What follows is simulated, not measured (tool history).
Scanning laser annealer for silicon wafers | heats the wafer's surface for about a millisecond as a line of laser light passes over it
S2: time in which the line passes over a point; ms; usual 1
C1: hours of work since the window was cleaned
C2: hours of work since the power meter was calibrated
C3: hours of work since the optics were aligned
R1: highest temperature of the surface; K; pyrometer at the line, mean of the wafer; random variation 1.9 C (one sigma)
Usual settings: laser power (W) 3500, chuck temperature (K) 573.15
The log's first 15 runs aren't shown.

run 16 hour=154.8 | laser_power_(W)=3000 S2=1.19 chuck_temperature_(K)=546.15 | C1=154 C2=145 C3=545 | R1=1261.15
run 17 hour=166.9 | laser_power_(W)=2994 S2=0.91 chuck_temperature_(K)=564.15 | C1=161 C2=152 C3=552 | R1=1178.15
run 18 hour=177.8 | laser_power_(W)=2994 S2=0.91 chuck_temperature_(K)=564.15 | C1=167 C2=158 C3=559 | R1=1180.15
run 19 hour=187.5 | laser_power_(W)=3259 S2=0.96 chuck_temperature_(K)=564.15 | C1=172 C2=163 C3=564 | R1=1264.15
run 20 hour=195.7 | laser_power_(W)=3173 S2=0.82 chuck_temperature_(K)=592.15 | C1=177 C2=168 C3=569 | R1=1213.15
run 21 hour=201.8 | laser_power_(W)=3173 S2=0.82 chuck_temperature_(K)=588.15 | C1=180 C2=171 C3=572 | R1=1208.15
run 22 hour=210.2 | laser_power_(W)=3790 S2=0.81 chuck_temperature_(K)=543.15 | C1=185 C2=176 C3=577 | R1=1298.15
run 23 hour=218.5 | laser_power_(W)=3794 S2=0.96 chuck_temperature_(K)=610.15 | C1=190 C2=181 C3=582 | R1=1445.15
run 24 hour=227.5 | laser_power_(W)=3500 S2=0.84 chuck_temperature_(K)=573.15 | C1=195 C2=186 C3=587 | R1=1278.15
run 25 hour=240.6 | laser_power_(W)=3173 S2=1 chuck_temperature_(K)=573.15 | C1=203 C2=193 C3=594 | R1=1269.15
run 26 hour=246.1 | laser_power_(W)=3230 S2=0.81 chuck_temperature_(K)=546.15 | C1=206 C2=197 C3=597 | R1=1174.15
run 27 hour=252.1 | laser_power_(W)=3152 S2=1.17 chuck_temperature_(K)=573.15 | C1=209 C2=200 C3=601 | R1=1321.15
run 28 hour=265.2 | laser_power_(W)=3152 S2=1.17 chuck_temperature_(K)=573.15 | C1=216 C2=207 C3=608 | R1=1321.15
run 29 hour=271.8 | laser_power_(W)=3685 S2=0.83 chuck_temperature_(K)=606.15 | C1=220 C2=211 C3=612 | R1=1346.15
run 30 hour=282.7 | laser_power_(W)=3685 S2=0.83 chuck_temperature_(K)=609.15 | C1=226 C2=217 C3=618 | R1=1350.15

Forecast each of these 5 alternatives for the next run:
run A hour=295.5 | laser_power_(W)=3500 S2=0.77 chuck_temperature_(K)=545.15 | C1=234 C2=225 C3=625 | R1=?
run B hour=295.5 | laser_power_(W)=3586 S2=0.71 chuck_temperature_(K)=603.15 | C1=234 C2=225 C3=625 | R1=?
run C hour=295.5 | laser_power_(W)=3023 S2=0.75 chuck_temperature_(K)=609.15 | C1=234 C2=225 C3=625 | R1=?
run D hour=295.5 | laser_power_(W)=3500 S2=1 chuck_temperature_(K)=592.15 | C1=234 C2=225 C3=625 | R1=?
run E hour=295.5 | laser_power_(W)=3355 S2=1.07 chuck_temperature_(K)=539.15 | C1=234 C2=225 C3=625 | R1=?

run=A R1=1212.15
run=B R1=1259.15
run=C R1=1162.15
run=D R1=1364.15
run=E R1=1305.15
Without the tool's hidden state the same runs would have given:
run=A R1=1233.15
run=B R1=1280.15
run=C R1=1179.15
run=D R1=1389.15
run=E R1=1329.15
